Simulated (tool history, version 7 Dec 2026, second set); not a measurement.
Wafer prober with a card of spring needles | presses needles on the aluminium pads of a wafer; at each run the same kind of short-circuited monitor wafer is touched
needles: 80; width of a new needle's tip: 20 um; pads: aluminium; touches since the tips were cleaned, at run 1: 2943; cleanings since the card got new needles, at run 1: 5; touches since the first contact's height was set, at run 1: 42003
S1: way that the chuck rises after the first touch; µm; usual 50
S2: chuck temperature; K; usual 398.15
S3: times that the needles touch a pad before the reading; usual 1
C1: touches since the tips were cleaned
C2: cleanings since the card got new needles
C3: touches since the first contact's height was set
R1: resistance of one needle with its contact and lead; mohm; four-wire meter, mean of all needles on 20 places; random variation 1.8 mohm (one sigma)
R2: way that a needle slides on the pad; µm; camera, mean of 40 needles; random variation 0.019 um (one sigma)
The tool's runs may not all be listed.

| run | day | S1 | S2 | S3 | C1 | C2 | C3 | R1 | R2 |
|---|---|---|---|---|---|---|---|---|---|
| 1 | 0 | 50 | 398.15 | 1 | 2943 | 5 | 42003 | 182 | 7.57 |
| 2 | 0.308 | 50 | 398.15 | 1 | 5151 | 5 | 44211 | 184 | 7.58 |
| 3 | 0.5 | 50 | 398.15 | 1 | 6536 | 5 | 45596 | 185 | 7.58 |
|  | 0.542 | tips cleaned on abrasive film |
| 4 | 0.771 | 50 | 398.15 | 1 | 1667 | 6 | 47525 | 186 | 7.55 |
| 5 | 1.017 | 50 | 316.15 | 1 | 3425 | 6 | 49283 | 169 | 7.58 |
| 6 | 1.438 | 50 | 300.15 | 1 | 6440 | 6 | 52298 | 163 | 7.6 |
|  | 1.467 | tips cleaned on abrasive film |
| 7 | 1.771 | 50 | 300.15 | 1 | 2173 | 7 | 54657 | 170 | 7.62 |
| 8 | 2.108 | 50 | 300.15 | 1 | 4600 | 7 | 57084 | 166 | 7.56 |
| 9 | 2.375 | 50 | 398.15 | 1 | 6511 | 7 | 58995 | 182 | 7.57 |
|  | 2.408 | tips cleaned on abrasive film |
| 10 | 2.783 | 59 | 398.15 | 1 | 2699 | 8 | 61905 | 179 | 8.93 |
| 11 | 2.975 | 65 | 398.15 | 1 | 4074 | 8 | 63280 | 178 | 9.87 |
|  | 3.362 | tips cleaned on abrasive film |
| 12 | 3.408 | 65 | 398.15 | 1 | 334 | 9 | 66363 | 176 | 9.85 |
| 13 | 3.621 | 65 | 398.15 | 1 | 1868 | 9 | 67897 | 178 | 9.87 |
| 14 | 3.933 | 65 | 398.15 | 1 | 4100 | 9 | 70129 | 178 | 9.89 |
|  | 4.3 | tips cleaned on abrasive film |
| 15 | 4.379 | 65 | 398.15 | 1 | 590 | 10 | 73326 | 179 | 9.86 |
| 16 | 4.638 | 50 | 398.15 | 1 | 2436 | 10 | 75172 | 183 | 7.55 |
| 17 | 4.888 | 50 | 398.15 | 1 | 4235 | 10 | 76971 | 189 | 7.59 |
|  | 5.25 | tips cleaned on abrasive film |
| 18 | 5.262 | 50 | 398.15 | 1 | 99 | 11 | 79638 | 182 | 7.58 |
| 19 | 5.467 | 50 | 398.15 | 1 | 1567 | 11 | 81106 | 185 | 7.59 |
|  | 5.762 | height of the first contact set anew |
| 20 | 5.875 | 58 | 308.15 | 2 | 4391 | 11 | 795 | 166 | 8.81 |
| 21 | 6.1 | 31 | 322.15 | 1 | 6007 | 11 | 2411 | 184 | 4.71 |
|  | 6.204 | tips cleaned on abrasive film |
| 22 | 6.312 | 33 | 380.15 | 1 | 774 | 12 | 3919 | 193 | 5 |
| 23 | 6.617 | 69 | 307.15 | 1 | 2951 | 12 | 6096 | 162 | 10.49 |
| 24 | 7.029 | 69 | 307.15 | 1 | 5934 | 12 | 9079 | 161 | 10.46 |
|  | 7.133 | tips cleaned on abrasive film |
| 25 | 7.338 | 50 | 317.15 | 1 | 1480 | 13 | 11252 | 168 | 7.57 |
| 26 | 7.533 | 50 | 305.15 | 2 | 2899 | 13 | 12671 | 163 | 7.59 |
| 27 | 7.933 | 67 | 398.15 | 2 | 5755 | 13 | 15527 | 176 | 10.16 |
|  | 8.071 | tips cleaned on abrasive film |
| 28 | 8.138 | 67 | 361.15 | 2 | 490 | 14 | 16979 | 170 | 10.19 |
| 29 | 8.375 | 67 | 361.15 | 2 | 2187 | 14 | 18676 | 171 | 10.18 |
| 30 | 8.804 | 32 | 361.15 | 2 | 5262 | 14 | 21751 | 189 | 4.9 |
|  | 9.004 | tips cleaned on abrasive film |
| 31 | 9.083 | 36 | 320.15 | 1 | 578 | 15 | 23731 | 175 | 5.46 |
| 32 | 9.371 | 50 | 398.15 | 1 | 2645 | 15 | 25798 | 181 | 7.59 |
| 33 | 9.692 | 68 | 398.15 | 1 | 4955 | 15 | 28108 | 177 | 10.37 |
|  | 9.929 | tips cleaned on abrasive film |
| 34 | 10.117 | 68 | 398.15 | 1 | 1351 | 16 | 31124 | 181 | 10.32 |
| 35 | 10.475 | 68 | 398.15 | 1 | 3925 | 16 | 33698 | 180 | 10.32 |

How the hidden state differs across the entries between the runs, from the last listed run before each to the first after it:
Between runs 3 and 4: tips cleaned on abrasive film (day 0.542)
  debris on the tips, nm: 0.7 -> 0.4
Between runs 6 and 7: tips cleaned on abrasive film (day 1.467)
  debris on the tips, nm: 0.6 -> 0.4
Between runs 9 and 10: tips cleaned on abrasive film (day 2.408)
  debris on the tips, nm: 0.6 -> 0.5
Between runs 11 and 12: tips cleaned on abrasive film (day 3.362)
  debris on the tips, nm: 0.6 -> 0.1
Between runs 14 and 15: tips cleaned on abrasive film (day 4.3)
  debris on the tips, nm: 0.6 -> 0.2
Between runs 17 and 18: tips cleaned on abrasive film (day 5.25)
  debris on the tips, nm: 0.6 -> 0.1
Between runs 19 and 20: height of the first contact set anew (day 5.762)
  debris on the tips, nm: 0.3 -> 0.6
Between runs 21 and 22: tips cleaned on abrasive film (day 6.204)
  debris on the tips, nm: 0.6 -> 0.2
Between runs 24 and 25: tips cleaned on abrasive film (day 7.133)
  debris on the tips, nm: 0.6 -> 0.3
Between runs 27 and 28: tips cleaned on abrasive film (day 8.071)
  debris on the tips, nm: 0.6 -> 0.2
Between runs 30 and 31: tips cleaned on abrasive film (day 9.004)
  debris on the tips, nm: 0.6 -> 0.2
Between runs 33 and 34: tips cleaned on abrasive film (day 9.929)
  debris on the tips, nm: 0.6 -> 0.3
